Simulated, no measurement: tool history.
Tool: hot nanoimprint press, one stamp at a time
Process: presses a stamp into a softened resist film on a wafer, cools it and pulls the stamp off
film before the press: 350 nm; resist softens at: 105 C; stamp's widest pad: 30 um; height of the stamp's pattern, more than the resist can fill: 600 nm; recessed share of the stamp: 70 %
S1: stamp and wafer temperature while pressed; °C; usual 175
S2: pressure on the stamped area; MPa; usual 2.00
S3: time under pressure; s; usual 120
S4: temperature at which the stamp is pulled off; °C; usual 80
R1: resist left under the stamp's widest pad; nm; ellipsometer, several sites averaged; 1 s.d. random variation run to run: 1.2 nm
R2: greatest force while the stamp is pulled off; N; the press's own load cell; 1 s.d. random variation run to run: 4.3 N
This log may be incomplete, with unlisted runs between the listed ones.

Run 1, hour 0.0: usual settings. Result: R1 175.4 nm, R2 210 N.
Run 2, hour 83.7: usual settings but S4 70 °C. Result: R1 172.1 nm, R2 254 N.
At hour 114.9: stamp cleaned and given a new release coat.
Run 3, hour 156.4: usual settings but S4 70 °C. Result: R1 173.9 nm, R2 262 N.
Run 4, hour 191.9: usual settings but S4 69 °C. Result: R1 173.2 nm, R2 256 N.
Run 5, hour 275.1: usual settings but S4 69 °C. Result: R1 173.2 nm, R2 266 N.
Run 6, hour 358.9: usual settings but S4 69 °C. Result: R1 174.0 nm, R2 262 N.
Run 7, hour 419.2: usual settings but S4 69 °C. Result: R1 173.5 nm, R2 265 N.
Run 8, hour 493.7: usual settings but S4 69 °C. Result: R1 172.2 nm, R2 265 N.
At hour 551.7: plate thermocouple calibrated.
Run 9, hour 577.3: usual settings but S4 69 °C. Result: R1 173.6 nm, R2 250 N.
At hour 590.3: stamp cleaned and given a new release coat.
Run 10, hour 648.3: usual settings but S1 173 °C, S2 1.62 MPa, S3 80 s, S4 69 °C. Result: R1 227.4 nm, R2 267 N.
Run 11, hour 706.7: usual settings but S1 173 °C, S2 1.62 MPa, S3 80 s, S4 69 °C. Result: R1 225.0 nm, R2 260 N.
Run 12, hour 794.0: usual settings but S1 173 °C, S2 1.62 MPa, S3 80 s, S4 69 °C. Result: R1 224.8 nm, R2 269 N.
Run 13, hour 874.7: usual settings but S1 166 °C, S2 1.62 MPa, S3 80 s, S4 69 °C. Result: R1 261.7 nm, R2 260 N.

Forecast each of these 5 alternatives for the next run:
Run A, hour 920.1: usual settings but S1 166 °C, S2 2.72 MPa, S3 80 s, S4 67 °C. Result: R1 ?, R2 ?.
Run B, hour 920.1: usual settings but S3 76 s. Result: R1 ?, R2 ?.
Run C, hour 920.1: usual settings but S1 166 °C, S2 1.62 MPa, S3 80 s, S4 85 °C. Result: R1 ?, R2 ?.
Run D, hour 920.1: usual settings but S1 181 °C, S2 1.62 MPa, S3 130 s, S4 86 °C. Result: R1 ?, R2 ?.
Run E, hour 920.1: usual settings but S3 197 s. Result: R1 ?, R2 ?.

run     R1   R2
  A  229.3  269
  B  202.0  205
  C  262.0  184
  D  153.6  185
  E  144.0  209
The same runs, with their run-to-run variation unchanged, on a tool lacking any hidden condition would have given:
run     R1   R2
  A  229.2  268
  B  201.9  203
  C  261.9  183
  D  153.6  184
  E  144.0  208
